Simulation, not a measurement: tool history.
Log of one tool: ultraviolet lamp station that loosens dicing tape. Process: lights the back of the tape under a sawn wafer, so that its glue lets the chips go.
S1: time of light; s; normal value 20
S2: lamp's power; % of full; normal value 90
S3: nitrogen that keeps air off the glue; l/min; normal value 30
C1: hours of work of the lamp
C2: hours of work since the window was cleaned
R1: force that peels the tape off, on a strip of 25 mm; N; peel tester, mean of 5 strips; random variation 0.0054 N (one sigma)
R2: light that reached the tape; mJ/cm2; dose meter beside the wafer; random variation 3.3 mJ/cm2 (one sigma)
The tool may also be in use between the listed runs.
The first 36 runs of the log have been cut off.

| run | hour | S1 | S2 | S3 | C1 | C2 | R1 | R2 |
|---|---|---|---|---|---|---|---|---|
| 37 | 333.9 | 31 | 67 | 59 | 232 | 245 | 0.074 | 497 |
| 38 | 341.6 | 14 | 74 | 14 | 235 | 248 | 1.048 | 245 |
| 39 | 349.6 | 27 | 74 | 48 | 239 | 252 | 0.087 | 469 |
| 40 | 355.1 | 37 | 74 | 13 | 241 | 254 | 0.142 | 642 |
| 41 | 360.4 | 25 | 74 | 12 | 243 | 257 | 0.4 | 436 |
| 42 | 369.6 | 31 | 89 | 39 | 247 | 261 | 0.06 | 647 |
| 43 | 378.4 | 31 | 75 | 39 | 251 | 264 | 0.077 | 547 |
| 44 | 387.6 | 24 | 99 | 39 | 255 | 268 | 0.067 | 550 |

What if the next run were any one of these 3? Each begins from the tool's condition after run 44:
| A | 395.4 | 18 | 69 | 14 | 258 | 272 | ? | ? |
| B | 395.4 | 15 | 99 | 13 | 258 | 272 | ? | ? |
| C | 395.4 | 17 | 80 | 39 | 258 | 272 | ? | ? |

| run | R1 | R2 |
|---|---|---|
| A | 0.84 | 287 |
| B | 0.626 | 341 |
| C | 0.253 | 315 |
Stripped of hidden state, with their random variation kept, the same runs would have yielded:
| run | R1 | R2 |
|---|---|---|
| A | 0.535 | 363 |
| B | 0.379 | 430 |
| C | 0.138 | 397 |
